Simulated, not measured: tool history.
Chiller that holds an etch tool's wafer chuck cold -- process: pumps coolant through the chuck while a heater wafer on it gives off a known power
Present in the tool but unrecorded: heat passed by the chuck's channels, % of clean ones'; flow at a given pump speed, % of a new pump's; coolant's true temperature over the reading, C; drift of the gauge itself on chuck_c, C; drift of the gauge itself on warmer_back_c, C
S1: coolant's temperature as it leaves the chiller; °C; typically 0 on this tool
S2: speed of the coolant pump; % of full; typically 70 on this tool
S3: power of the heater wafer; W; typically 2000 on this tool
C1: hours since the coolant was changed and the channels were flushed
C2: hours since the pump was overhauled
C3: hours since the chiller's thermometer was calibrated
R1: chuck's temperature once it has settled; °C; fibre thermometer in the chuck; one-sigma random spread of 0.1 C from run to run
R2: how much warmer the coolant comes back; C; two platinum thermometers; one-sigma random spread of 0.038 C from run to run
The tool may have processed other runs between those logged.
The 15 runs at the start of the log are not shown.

{"run": 16, "hour": 844.6, "S1": 0, "S2": 90, "S3": 2000, "C1": 5042, "C2": 3335, "C3": 2788, "R1": 14.1, "R2": 5.88}
{"run": 17, "hour": 892.8, "S1": 0, "S2": 90, "S3": 2000, "C1": 5090, "C2": 3383, "C3": 2836, "R1": 14.1, "R2": 5.96}
{"run": 18, "hour": 971.0, "S1": 1, "S2": 66, "S3": 1905, "C1": 5168, "C2": 3462, "C3": 2914, "R1": 17.0, "R2": 7.64}
{"run": 19, "hour": 1038.3, "S1": 7, "S2": 81, "S3": 1060, "C1": 5235, "C2": 3529, "C3": 2982, "R1": 14.8, "R2": 3.4}
{"run": 20, "hour": 1074.8, "S1": 6, "S2": 86, "S3": 1135, "C1": 5272, "C2": 3566, "C3": 3018, "R1": 14.0, "R2": 3.44}
{"run": 21, "hour": 1136.0, "S1": 0, "S2": 83, "S3": 2000, "C1": 5333, "C2": 3627, "C3": 3079, "R1": 14.7, "R2": 6.39}
{"run": 22, "hour": 1188.0, "S1": 0, "S2": 83, "S3": 2000, "C1": 5385, "C2": 3679, "C3": 3131, "R1": 14.8, "R2": 6.38}
{"run": 23, "hour": 1219.8, "S1": 8, "S2": 83, "S3": 1463, "C1": 5417, "C2": 3711, "C3": 3163, "R1": 18.9, "R2": 4.63}
{"run": 24, "hour": 1288.7, "S1": 3, "S2": 86, "S3": 1116, "C1": 5486, "C2": 3779, "C3": 3232, "R1": 11.0, "R2": 3.33}
{"run": 25, "hour": 1331.8, "S1": 4, "S2": 66, "S3": 2000, "C1": 5529, "C2": 3822, "C3": 3275, "R1": 20.7, "R2": 7.97}
{"run": 26, "hour": 1369.5, "S1": 4, "S2": 66, "S3": 2000, "C1": 5566, "C2": 3860, "C3": 3313, "R1": 20.7, "R2": 7.94}
{"run": 27, "hour": 1413.8, "S1": -1, "S2": 63, "S3": 2000, "C1": 5611, "C2": 3905, "C3": 3357, "R1": 16.2, "R2": 8.3}
{"run": 28, "hour": 1450.6, "S1": -1, "S2": 63, "S3": 1156, "C1": 5648, "C2": 3941, "C3": 3394, "R1": 9.0, "R2": 4.76}
{"run": 29, "hour": 1509.2, "S1": 0, "S2": 70, "S3": 2719, "C1": 5706, "C2": 4000, "C3": 3453, "R1": 22.1, "R2": 10.29}
{"run": 30, "hour": 1547.5, "S1": 1, "S2": 61, "S3": 1667, "C1": 5745, "C2": 4038, "C3": 3491, "R1": 15.5, "R2": 7.03}
{"run": 31, "hour": 1619.7, "S1": 0, "S2": 60, "S3": 2108, "C1": 5817, "C2": 4110, "C3": 3563, "R1": 18.7, "R2": 9.17}
{"run": 32, "hour": 1675.4, "S1": 0, "S2": 60, "S3": 1478, "C1": 5872, "C2": 4166, "C3": 3619, "R1": 12.9, "R2": 6.34}

What if the next run were any one of these 3? Each begins from the tool's condition after run 32:
{"run": "A", "hour": 1747.9, "S1": 0, "S2": 62, "S3": 1850, "C1": 5945, "C2": 4239, "C3": 3691, "R1": "?", "R2": "?"}
{"run": "B", "hour": 1747.9, "S1": 0, "S2": 60, "S3": 2836, "C1": 5945, "C2": 4239, "C3": 3691, "R1": "?", "R2": "?"}
{"run": "C", "hour": 1747.9, "S1": -6, "S2": 93, "S3": 2237, "C1": 5945, "C2": 4239, "C3": 3691, "R1": "?", "R2": "?"}

run=A R1=16.1 R2=7.79
run=B R1=25.2 R2=12.37
run=C R1=9.6 R2=6.32
With the hidden condition removed and each run's random variation left untouched, the same runs would have given:
run=A R1=16.0 R2=8.03
run=B R1=25.2 R2=12.60
run=C R1=9.6 R2=6.56
